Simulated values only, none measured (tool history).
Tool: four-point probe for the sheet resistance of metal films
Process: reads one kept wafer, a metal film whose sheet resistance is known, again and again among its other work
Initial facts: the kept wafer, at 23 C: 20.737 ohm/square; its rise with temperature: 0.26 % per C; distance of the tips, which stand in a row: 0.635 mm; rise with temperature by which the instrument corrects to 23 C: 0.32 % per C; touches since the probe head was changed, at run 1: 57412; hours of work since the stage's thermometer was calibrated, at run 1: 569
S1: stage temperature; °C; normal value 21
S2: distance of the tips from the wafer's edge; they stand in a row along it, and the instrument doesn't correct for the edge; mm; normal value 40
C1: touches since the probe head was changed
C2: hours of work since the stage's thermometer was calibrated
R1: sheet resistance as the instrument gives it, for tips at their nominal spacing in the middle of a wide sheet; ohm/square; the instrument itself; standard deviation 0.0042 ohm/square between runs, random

{"run": 1, "hour": 0.0, "S1": 21, "S2": 40, "C1": 57412, "C2": 569, "R1": 20.751034}
{"run": 2, "hour": 13.9, "S1": 21, "S2": 40, "C1": 58114, "C2": 578, "R1": 20.739672}
{"run": 3, "hour": 32.6, "S1": 21, "S2": 40, "C1": 59057, "C2": 591, "R1": 20.745785}
{"run": 4, "hour": 53.0, "S1": 21, "S2": 40, "C1": 60083, "C2": 605, "R1": 20.740334}
{"run": 5, "hour": 72.9, "S1": 21, "S2": 40, "C1": 61085, "C2": 618, "R1": 20.742145}
{"run": 6, "hour": 87.7, "S1": 21, "S2": 40, "C1": 61834, "C2": 628, "R1": 20.745697}
{"run": 7, "hour": 104.0, "S1": 21, "S2": 21, "C1": 62655, "C2": 639, "R1": 20.754654}
{"run": 8, "hour": 122.0, "S1": 19, "S2": 21, "C1": 63563, "C2": 651, "R1": 20.763702}
{"run": 9, "hour": 134.7, "S1": 19, "S2": 21, "C1": 64203, "C2": 660, "R1": 20.769885}
{"run": 10, "hour": 158.1, "S1": 19, "S2": 21, "C1": 65380, "C2": 675, "R1": 20.767415}
{"run": 11, "hour": 179.0, "S1": 19, "S2": 17, "C1": 66437, "C2": 689, "R1": 20.769392}
{"run": 12, "hour": 199.0, "S1": 19, "S2": 17, "C1": 67444, "C2": 703, "R1": 20.771721}
{"run": 13, "hour": 209.5, "S1": 21, "S2": 41, "C1": 67973, "C2": 710, "R1": 20.731673}
{"run": 14, "hour": 226.0, "S1": 21, "S2": 28, "C1": 68807, "C2": 721, "R1": 20.732453}
{"run": 15, "hour": 244.5, "S1": 21, "S2": 28, "C1": 69736, "C2": 733, "R1": 20.729782}
{"run": 16, "hour": 264.5, "S1": 21, "S2": 28, "C1": 70743, "C2": 747, "R1": 20.7267}
{"run": 17, "hour": 277.8, "S1": 18, "S2": 8, "C1": 71414, "C2": 756, "R1": 20.833}
{"run": 18, "hour": 297.2, "S1": 31, "S2": 33, "C1": 72394, "C2": 769, "R1": 20.610142}
{"run": 19, "hour": 313.1, "S1": 19, "S2": 56, "C1": 73192, "C2": 780, "R1": 20.739068}
{"run": 20, "hour": 325.0, "S1": 19, "S2": 56, "C1": 73796, "C2": 788, "R1": 20.745318}
{"run": 21, "hour": 338.2, "S1": 19, "S2": 56, "C1": 74459, "C2": 797, "R1": 20.744719}
{"run": 22, "hour": 353.2, "S1": 23, "S2": 40, "C1": 75217, "C2": 807, "R1": 20.684513}
{"run": 23, "hour": 367.5, "S1": 26, "S2": 14, "C1": 75935, "C2": 816, "R1": 20.676131}
{"run": 24, "hour": 380.2, "S1": 26, "S2": 14, "C1": 76579, "C2": 825, "R1": 20.673071}
{"run": 25, "hour": 394.2, "S1": 27, "S2": 5, "C1": 77284, "C2": 834, "R1": 20.818732}
{"run": 26, "hour": 410.4, "S1": 22, "S2": 40, "C1": 78101, "C2": 845, "R1": 20.709303}
{"run": 27, "hour": 433.7, "S1": 21, "S2": 43, "C1": 79275, "C2": 861, "R1": 20.709778}
{"run": 28, "hour": 445.7, "S1": 35, "S2": 9, "C1": 79879, "C2": 869, "R1": 20.601838}
{"run": 29, "hour": 463.8, "S1": 19, "S2": 70, "C1": 80790, "C2": 881, "R1": 20.732806}
{"run": 30, "hour": 476.3, "S1": 27, "S2": 48, "C1": 81423, "C2": 889, "R1": 20.635809}
{"run": 31, "hour": 498.7, "S1": 28, "S2": 28, "C1": 82549, "C2": 904, "R1": 20.631818}
{"run": 32, "hour": 522.1, "S1": 28, "S2": 28, "C1": 83730, "C2": 920, "R1": 20.625329}

A few steps of R1 between consecutive runs. Split each: what settings, incoming material and random variation would produce without the hidden state, and what is left over for the hidden state, along with gauge scatter present in only one of the two compared results (measured, and without hidden state):
The tool's hidden condition here consists of: inner tips' distance over the nominal, %; tips' flats over new ones', %; wafer's true temperature over the reading, C; drift of the gauge itself on sheet_ohm, %.
Run 4 -> 5: no setting touched and nothing written in the log between the runs. R1 +0.001811 ohm/square: hidden state -0.001975, all else +0.003786.
Run 9 -> 10: no setting touched and nothing written in the log between the runs. R1 -0.002470 ohm/square: hidden state -0.002008, all else -0.000462.
Run 17 -> 18: S1 18 -> 31, S2 8 -> 33. R1 -0.222858 ohm/square: hidden state -0.001423, all else -0.221435.
Run 24 -> 25: S1 26 -> 27, S2 14 -> 5. R1 +0.145661 ohm/square: hidden state -0.001454, all else +0.147115.
Run 28 -> 29: S1 35 -> 19, S2 9 -> 70. R1 +0.130968 ohm/square: hidden state -0.001456, all else +0.132424.
Run 31 -> 32: no setting touched and nothing written in the log between the runs. R1 -0.006489 ohm/square: hidden state -0.002082, all else -0.004407.
